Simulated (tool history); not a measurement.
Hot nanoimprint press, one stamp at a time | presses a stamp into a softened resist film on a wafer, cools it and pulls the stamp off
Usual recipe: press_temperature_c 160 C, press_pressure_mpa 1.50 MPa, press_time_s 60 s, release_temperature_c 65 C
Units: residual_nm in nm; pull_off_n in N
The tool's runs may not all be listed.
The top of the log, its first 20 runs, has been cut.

run   hour  press_temperature_c  press_pressure_mpa  press_time_s  release_temperature_c  hours of work since the thermocouple was calibrated  imprints on the stamp's release coat  hours of work since the press's seals were changed  residual_nm  pull_off_n
     379.5  -- plate thermocouple calibrated
 21  379.5                  160                1.10            85                     71                                                    0                                  2310                                                 377        378.1         212
     390.7  -- stamp cleaned and given a new release coat
 22  397.6                  159                1.50            60                     66                                                    9                                    17                                                 386        394.0         166
 23  417.9                  161                1.50            60                     60                                                   24                                    64                                                 401        362.0         183
 24  439.8                  167                1.45            34                     53                                                   40                                   115                                                 417        345.7         207
 25  460.9                  167                1.45            79                     53                                                   55                                   165                                                 432        250.3         204
     471.0  -- plate thermocouple calibrated, once more
 26  474.8                  167                1.45            79                     53                                                    3                                   190                                                 440        226.3         203
 27  489.3                  167                1.45            79                     53                                                   13                                   224                                                 451        226.7         203
 28  509.5                  169                1.52            38                     56                                                   28                                   271                                                 466        278.4         192
 29  530.7                  159                1.83            38                     68                                                   44                                   321                                                 481        398.5         162
 30  552.8                  159                1.83            38                     68                                                   60                                   373                                                 498        399.7         164

What if the next run were any one of these 3? Each begins from the tool's condition after run 30:
  A  574.0                  160                1.19            60                     65                                                   76                                   422                                                 513            ?           ?
  B  574.0                  169                1.83            46                     51                                                   76                                   422                                                 513            ?           ?
  C  574.0                  157                1.50           120                     65                                                   76                                   422                                                 513            ?           ?

run  residual_nm  pull_off_n
  A        382.2         172
  B        238.4         213
  C        313.1         172
Without the tool's unlogged condition, the same runs would have read:
run  residual_nm  pull_off_n
  A        380.2         162
  B        234.9         200
  C        310.3         162
